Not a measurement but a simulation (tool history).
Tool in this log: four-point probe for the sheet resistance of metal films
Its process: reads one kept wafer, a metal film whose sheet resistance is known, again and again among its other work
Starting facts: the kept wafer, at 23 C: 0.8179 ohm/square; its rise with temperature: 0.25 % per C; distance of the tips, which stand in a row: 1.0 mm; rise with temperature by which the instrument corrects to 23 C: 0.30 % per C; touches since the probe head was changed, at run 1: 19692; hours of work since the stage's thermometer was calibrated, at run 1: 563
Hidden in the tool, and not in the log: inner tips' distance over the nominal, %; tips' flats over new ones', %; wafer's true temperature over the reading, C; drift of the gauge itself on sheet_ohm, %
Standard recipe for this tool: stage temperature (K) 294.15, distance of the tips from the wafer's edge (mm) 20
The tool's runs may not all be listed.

run     day  stage temperature (K)  distance of the tips from the wafer's edge (mm)  touches since the probe head was changed  hours of work since the stage's thermometer was calibrated  sheet resistance as the instrument gives it (ohm/square)
  1   0.000                 294.15                                               20                                     19692                                                         563                                                  0.820046
  2   1.525                 294.15                                               20                                     20417                                                         588                                                  0.820120
  3   2.488                 294.15                                               20                                     20872                                                         604                                                  0.820092
  4   4.096                 294.15                                               20                                     21638                                                         631                                                  0.820206
  5   5.858                 294.15                                               20                                     22473                                                         660                                                  0.820054
  6   6.729                 294.15                                               20                                     22887                                                         674                                                  0.820046
  7   8.304                 294.15                                               20                                     23636                                                         700                                                  0.819998
  8   9.625                 295.15                                               20                                     24263                                                         722                                                  0.819613
  9  11.367                 295.15                                               20                                     25090                                                         751                                                  0.819718
 10  12.979                 295.15                                               20                                     25856                                                         777                                                  0.819468
 11  14.992                 295.15                                               20                                     26813                                                         811                                                  0.819296
 12  16.317                 294.15                                               20                                     27443                                                         833                                                  0.819837
 13  17.938                 294.15                                               20                                     28213                                                         860                                                  0.820262
 14  18.929                 294.15                                               20                                     28683                                                         876                                                  0.820087
 15  19.871                 294.15                                               20                                     29130                                                         891                                                  0.819798
 16  20.921                 307.15                                               20                                     29629                                                         909                                                  0.814483
 17  21.988                 307.15                                               20                                     30135                                                         926                                                  0.814702
 18  23.492                 307.15                                               20                                     30851                                                         951                                                  0.814533
 19  24.583                 294.15                                               20                                     31369                                                         969                                                  0.819722
 20  26.267                 294.15                                               20                                     32169                                                         997                                                  0.820094
 21  27.871                 294.15                                               20                                     32931                                                        1024                                                  0.819909
 22  29.071                 294.15                                               20                                     33500                                                        1044                                                  0.820127
 23  30.933                 305.15                                               26                                     34385                                                        1074                                                  0.814697
 24  33.012                 305.15                                               26                                     35372                                                        1109                                                  0.815257
 25  34.638                 305.15                                               32                                     36145                                                        1136                                                  0.814344
 26  36.033                 305.15                                               32                                     36808                                                        1159                                                  0.814909
 27  37.612                 305.15                                               32                                     37558                                                        1185                                                  0.814856
 28  39.404                 305.15                                               32                                     38409                                                        1214                                                  0.815026
 29  40.550                 305.15                                                3                                     38953                                                        1233                                                  0.860041
 30  41.512                 293.15                                               19                                     39411                                                        1249                                                  0.820304
 31  42.521                 307.15                                                9                                     39889                                                        1266                                                  0.819159
 32  44.108                 307.15                                               37                                     40644                                                        1292                                                  0.813830
 33  45.788                 307.15                                               37                                     41441                                                        1320                                                  0.814006
 34  47.796                 307.15                                                5                                     42394                                                        1353                                                  0.830699
     48.908  -- stage's thermometer calibrated
 35  49.167                 294.15                                               15                                     43037                                                           4                                                  0.820899
 36  51.262                 295.15                                                9                                     44032                                                          39                                                  0.823884
 37  52.267                 295.15                                                9                                     44508                                                          56                                                  0.823926
 38  53.871                 295.15                                                9                                     45271                                                          82                                                  0.823717
 39  55.625                 295.15                                               12                                     46104                                                         111                                                  0.821783
 40  57.000                 296.15                                               48                                     46757                                                         134                                                  0.818196
 41  58.600                 296.15                                               48                                     47518                                                         160                                                  0.818180
 42  60.204                 299.15                                               20                                     48279                                                         187                                                  0.817854
 43  62.004                 294.15                                                4                                     49134                                                         217                                                  0.845420
 44  63.908                 294.15                                                4                                     50040                                                         248                                                  0.845598

Here are 5 independent what-if runs from the current tool condition. What would each one return?
  A  65.050                 294.15                                               29                                     50582                                                         267                                                         ?
  B  65.050                 302.15                                                4                                     50582                                                         267                                                         ?
  C  65.050                 291.15                                                5                                     50582                                                         267                                                         ?
  D  65.050                 292.15                                               17                                     50582                                                         267                                                         ?
  E  65.050                 306.15                                                4                                     50582                                                         267                                                         ?

run  sheet resistance as the instrument gives it (ohm/square)
  A                                                  0.819616
  B                                                  0.842139
  C                                                  0.837652
  D                                                  0.821410
  E                                                  0.840506
With no hidden state in the tool, these same runs would have given:
run  sheet resistance as the instrument gives it (ohm/square)
  A                                                  0.819507
  B                                                  0.842027
  C                                                  0.837540
  D                                                  0.821300
  E                                                  0.840394

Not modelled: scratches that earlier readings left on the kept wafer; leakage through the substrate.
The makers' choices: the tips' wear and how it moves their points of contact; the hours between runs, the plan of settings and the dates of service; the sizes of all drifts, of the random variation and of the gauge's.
